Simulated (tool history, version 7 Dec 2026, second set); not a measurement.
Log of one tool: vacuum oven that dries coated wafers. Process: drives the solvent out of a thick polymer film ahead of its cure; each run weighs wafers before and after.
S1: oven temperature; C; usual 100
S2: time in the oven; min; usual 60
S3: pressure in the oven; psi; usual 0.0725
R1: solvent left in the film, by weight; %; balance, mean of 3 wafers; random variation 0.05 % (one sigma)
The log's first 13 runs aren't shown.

run 14 hour=572.8 | S1=92 S2=60 S3=0.0725 | R1=3.31
run 15 hour=616.0 | S1=100 S2=60 S3=0.0725 | R1=1.24
run 16 hour=653.5 | S1=100 S2=108 S3=0.0725 | R1=0.26
run 17 hour=700.8 | S1=100 S2=40 S3=0.0725 | R1=2.88
run 18 hour=764.8 | S1=91 S2=80 S3=0.0534 | R1=2.24
run 19 hour=805.8 | S1=97 S2=30 S3=0.2685 | R1=5.89
run 20 hour=854.1 | S1=97 S2=89 S3=0.2631 | R1=1.16
run 21 hour=913.3 | S1=105 S2=93 S3=0.0740 | R1=0.15
run 22 hour=949.8 | S1=98 S2=72 S3=0.0766 | R1=1.07
run 23 hour=1011.6 | S1=96 S2=51 S3=0.0930 | R1=2.91
-- hour=1018.7 vacuum gauge cleaned of residue and calibrated
run 24 hour=1067.0 | S1=100 S2=60 S3=0.0904 | R1=1.35

Forecast run 25:
run 25 hour=1098.8 | S1=100 S2=66 S3=0.0563 | R1=?

{"run 25": {"R1": 0.97}}
Without the tool's hidden state the same run would have given R1 0.81 %.
